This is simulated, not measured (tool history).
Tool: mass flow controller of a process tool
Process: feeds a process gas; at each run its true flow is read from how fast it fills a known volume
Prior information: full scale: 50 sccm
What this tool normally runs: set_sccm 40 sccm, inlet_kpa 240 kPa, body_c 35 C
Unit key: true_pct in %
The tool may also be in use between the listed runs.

run    hour  set_sccm  inlet_kpa  body_c  true_pct
  1     0.0        40        240      35     97.03
  2   232.8        40        251      35     97.10
  3   500.4        40        251      35     96.95
  4   730.6        40        251      35     96.92
  5  1004.6        40        251      35     96.79
  6  1281.0        13        251      35     94.80
  7  1564.4        13        251      35     94.42
  8  1835.8        13        251      35     94.36
  9  2060.4        40        240      35     96.35
 10  2317.2        40        240      35     96.30
 11  2568.4        40        240      35     96.17
 12  2788.0        40        240      35     96.15
 13  3041.4        40        240      35     95.95
 14  3210.4         8        240      35     92.40
 15  3462.4         8        240      35     92.19
 16  3622.6        12        240      35     93.04
 17  3754.3        12        240      35     93.17
 18  3912.6        40        197      35     95.55
 19  4038.4        40        197      35     95.52
 20  4195.0        40        197      35     95.49
 21  4353.0        40        197      35     95.32
 22  4577.4        40        240      39     95.53
 23  4741.9        40        240      39     95.54
 24  4889.7        40        240      35     95.44
 25  5061.6        40        240      35     95.22
 26  5252.2        40        240      35     95.24
 27  5505.7        40        240      35     95.06
     5529.8  -- controller's zero set anew
 28  5671.8         9        240      35     89.65
 29  5943.1         9        240      35     89.43
 30  6108.0        11        277      21     90.08
     6194.5  -- controller's zero set anew, once more
 31  6309.7        23        200      21     94.07
 32  6568.6        23        200      21     94.04
 33  6777.7        36        200      23     94.78
 34  6936.2        12        218      22     93.19
 35  7099.8         8        166      22     92.40
 36  7235.0         9        195      23     92.43
 37  7544.9        16        195      23     93.12
 38  7823.1        40        276      21     94.87
 39  8111.8        40        276      21     94.84
 40  8272.0        40        245      35     94.92
 41  8398.4        40        245      35     94.94
 42  8705.8        36        245      30     94.41
     8811.6  -- controller exchanged for a calibrated one
 43  8857.1        31        240      35     98.65
 44  8982.8         9        256      37     97.30
 45  9259.2         9        256      37     97.18
 46  9387.0        20        219      26     97.57
 47  9606.6        20        276      28     97.81

4 ways to go on from here, each from the tool as it stands after run 47. What would each give?
  A  9836.8        40        240      35         ?
  B  9836.8        22        260      22         ?
  C  9836.8        17        164      28         ?
  D  9836.8         7        228      28         ?

run  true_pct
  A     99.12
  B     97.59
  C     96.92
  D     96.05
What these runs would have given with no unlogged condition in the tool:
run  true_pct
  A     99.82
  B     98.42
  C     97.83
  D     97.46
